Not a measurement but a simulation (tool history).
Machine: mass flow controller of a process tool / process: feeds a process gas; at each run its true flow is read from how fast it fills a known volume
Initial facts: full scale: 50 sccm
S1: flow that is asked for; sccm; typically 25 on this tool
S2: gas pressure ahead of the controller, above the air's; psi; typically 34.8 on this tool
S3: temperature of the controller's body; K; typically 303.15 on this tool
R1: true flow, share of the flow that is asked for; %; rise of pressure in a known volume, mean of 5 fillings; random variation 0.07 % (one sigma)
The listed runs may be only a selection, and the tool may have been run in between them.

run,day,S1,S2,S3,R1
1,0,25,34.8,303.15,97.98
2,12.967,25,34.8,303.15,98.16
3,24.954,25,36.7,303.15,98.07
4,33.021,25,36.7,303.15,98.09
5,43.375,25,34.8,303.15,98.29
6,52.596,25,34.8,303.15,98.26
7,65.283,25,34.8,303.15,98.22
8,75.742,25,34.8,303.15,98.45
9,88.008,25,34.8,303.15,98.5
10,100.775,25,32.1,302.15,98.48
11,108.979,25,32.1,302.15,98.58
12,120.129,17,34.8,312.15,97.71
13,132.233,26,34.8,312.15,98.23
14,140.85,21,37.9,312.15,97.97
15,148.55,15,21.8,298.15,98.48
16,160.629,25,30.7,303.15,98.84
17,168.883,20,26.8,303.15,98.49
18,179.029,17,21.2,296.15,98.81

3 ways to go on from here, each from the tool as it stands after run 18. What would each give?
A,189.242,41,23.9,302.15,?
B,189.242,17,34.7,296.15,?
C,189.242,17,40.3,296.15,?

run,R1
A,100.2
B,98.62
C,98.44
With the hidden condition removed and each run's random variation left untouched, the same runs would have given:
run,R1
A,99.31
B,97.76
C,97.57

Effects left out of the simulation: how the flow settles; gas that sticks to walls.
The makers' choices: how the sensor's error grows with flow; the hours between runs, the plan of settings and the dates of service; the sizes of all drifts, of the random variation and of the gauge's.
